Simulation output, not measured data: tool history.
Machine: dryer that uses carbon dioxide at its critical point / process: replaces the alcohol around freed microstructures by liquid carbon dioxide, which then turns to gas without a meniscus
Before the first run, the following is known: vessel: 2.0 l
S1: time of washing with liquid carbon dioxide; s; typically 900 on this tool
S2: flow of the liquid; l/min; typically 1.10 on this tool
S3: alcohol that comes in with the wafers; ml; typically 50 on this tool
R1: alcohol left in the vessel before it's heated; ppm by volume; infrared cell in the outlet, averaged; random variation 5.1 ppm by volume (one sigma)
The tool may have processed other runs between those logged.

Run 1, hour 0.0: usual settings. Result: R1 281 ppm by volume.
Run 2, hour 40.3: usual settings but S1 660 s. Result: R1 553 ppm by volume.
Run 3, hour 88.1: usual settings. Result: R1 282 ppm by volume.
Run 4, hour 109.0: usual settings but S1 1260 s. Result: R1 209 ppm by volume.
Run 5, hour 156.2: usual settings but S1 1260 s. Result: R1 233 ppm by volume.
Run 6, hour 179.8: usual settings but S1 1260 s. Result: R1 222 ppm by volume.
Run 7, hour 209.5: usual settings. Result: R1 298 ppm by volume.
Run 8, hour 240.3: usual settings but S3 37 ml. Result: R1 283 ppm by volume.
Run 9, hour 263.5: usual settings but S3 37 ml. Result: R1 302 ppm by volume.
Run 10, hour 288.4: usual settings but S3 37 ml. Result: R1 289 ppm by volume.
Run 11, hour 310.5: usual settings but S3 37 ml. Result: R1 293 ppm by volume.
Run 12, hour 347.6: usual settings but S2 0.96 l/min. Result: R1 437 ppm by volume.
Run 13, hour 374.9: usual settings but S1 1260 s, S2 0.71 l/min, S3 107 ml. Result: R1 589 ppm by volume.
At hour 410.5: inlet filter changed.
Run 14, hour 422.2: usual settings but S1 1260 s, S2 0.71 l/min, S3 107 ml. Result: R1 476 ppm by volume.
Run 15, hour 471.3: usual settings but S1 1020 s, S2 1.00 l/min, S3 56 ml. Result: R1 325 ppm by volume.
Run 16, hour 504.5: usual settings but S1 1020 s, S2 0.74 l/min, S3 73 ml. Result: R1 653 ppm by volume.
Run 17, hour 548.8: usual settings but S3 39 ml. Result: R1 317 ppm by volume.
At hour 557.9: purifier's bed changed.
Run 18, hour 578.3: usual settings but S3 39 ml. Result: R1 62 ppm by volume.
Run 19, hour 621.3: usual settings but S3 39 ml. Result: R1 70 ppm by volume.
Run 20, hour 656.1: usual settings but S1 840 s, S2 1.15 l/min, S3 42 ml. Result: R1 83 ppm by volume.
Run 21, hour 689.9: usual settings but S1 1140 s, S2 1.34 l/min. Result: R1 26 ppm by volume.
Run 22, hour 726.0: usual settings but S1 1320 s, S2 0.74 l/min, S3 24 ml. Result: R1 64 ppm by volume.

Alternative continuations, all from the tool just after run 22; predict every row:
Run A, hour 769.3: usual settings but S1 600 s, S2 0.74 l/min, S3 24 ml. Result: R1 ?.
Run B, hour 769.3: usual settings but S1 600 s, S2 0.74 l/min, S3 27 ml. Result: R1 ?.
Run C, hour 769.3: usual settings but S1 840 s, S2 0.74 l/min, S3 78 ml. Result: R1 ?.
Run D, hour 769.3: usual settings but S1 1320 s, S2 0.67 l/min, S3 73 ml. Result: R1 ?.

run    R1
  A   936
  B  1043
  C   999
  D   231
Take away the tool's hidden state, keep each run's random variation, and the runs would have read:
run   R1
  A  813
  B  908
  C  832
  D  162

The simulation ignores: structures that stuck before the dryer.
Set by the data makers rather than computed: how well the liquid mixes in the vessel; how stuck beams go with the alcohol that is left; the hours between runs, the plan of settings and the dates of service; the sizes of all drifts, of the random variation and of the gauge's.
